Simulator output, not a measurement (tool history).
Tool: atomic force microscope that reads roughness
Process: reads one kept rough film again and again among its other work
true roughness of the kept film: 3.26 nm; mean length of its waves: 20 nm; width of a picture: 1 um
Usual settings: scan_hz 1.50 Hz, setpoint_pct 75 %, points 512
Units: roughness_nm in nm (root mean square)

{"run": 1, "hour": 0.0, "scan_hz": 1.5, "setpoint_pct": 75, "points": 512, "roughness_nm": 2.434}
{"run": 2, "hour": 19.2, "scan_hz": 1.5, "setpoint_pct": 75, "points": 512, "roughness_nm": 2.244}
{"run": 3, "hour": 37.6, "scan_hz": 1.5, "setpoint_pct": 84, "points": 512, "roughness_nm": 1.99}
{"run": 4, "hour": 52.3, "scan_hz": 1.5, "setpoint_pct": 84, "points": 512, "roughness_nm": 1.9}
{"run": 5, "hour": 65.4, "scan_hz": 1.5, "setpoint_pct": 84, "points": 512, "roughness_nm": 1.826}
{"run": 6, "hour": 85.3, "scan_hz": 1.5, "setpoint_pct": 75, "points": 512, "roughness_nm": 1.794}
{"run": 7, "hour": 106.1, "scan_hz": 1.5, "setpoint_pct": 75, "points": 512, "roughness_nm": 1.681}
{"hour": 127.0, "done": "new tip fitted"}
{"run": 8, "hour": 129.7, "scan_hz": 1.5, "setpoint_pct": 75, "points": 512, "roughness_nm": 2.469}
{"run": 9, "hour": 140.6, "scan_hz": 1.5, "setpoint_pct": 75, "points": 498, "roughness_nm": 2.325}
{"run": 10, "hour": 156.7, "scan_hz": 1.5, "setpoint_pct": 75, "points": 498, "roughness_nm": 2.206}
{"run": 11, "hour": 179.2, "scan_hz": 1.5, "setpoint_pct": 89, "points": 320, "roughness_nm": 1.864}
{"run": 12, "hour": 191.3, "scan_hz": 1.5, "setpoint_pct": 90, "points": 512, "roughness_nm": 1.777}
{"run": 13, "hour": 202.4, "scan_hz": 1.5, "setpoint_pct": 90, "points": 512, "roughness_nm": 1.73}
{"run": 14, "hour": 222.0, "scan_hz": 1.5, "setpoint_pct": 83, "points": 439, "roughness_nm": 1.718}
{"run": 15, "hour": 243.6, "scan_hz": 1.5, "setpoint_pct": 77, "points": 439, "roughness_nm": 1.675}
{"run": 16, "hour": 254.7, "scan_hz": 0.64, "setpoint_pct": 74, "points": 297, "roughness_nm": 1.681}
{"hour": 261.3, "done": "new tip fitted"}
{"run": 17, "hour": 275.2, "scan_hz": 0.64, "setpoint_pct": 74, "points": 297, "roughness_nm": 2.46}
{"run": 18, "hour": 296.0, "scan_hz": 0.5, "setpoint_pct": 82, "points": 318, "roughness_nm": 2.267}
{"run": 19, "hour": 318.2, "scan_hz": 0.51, "setpoint_pct": 75, "points": 512, "roughness_nm": 2.163}
{"run": 20, "hour": 339.2, "scan_hz": 0.51, "setpoint_pct": 75, "points": 512, "roughness_nm": 2.019}

Hidden state or all else? Some run-to-run changes of roughness_nm, split into what the settings, what came in and random variation would give without the hidden state, and what is left for the hidden state (with any gauge scatter that isn't in both results):
The hidden state here: radius of the tip, nm; height scale over the true one, %; drift of the gauge itself on roughness_nm, %.
Run 7 -> 8: new tip fitted. roughness_nm +0.788 nm (root mean square): hidden state +0.765, all else +0.023.
Run 16 -> 17: new tip fitted. roughness_nm +0.779 nm (root mean square): hidden state +0.769, all else +0.010.
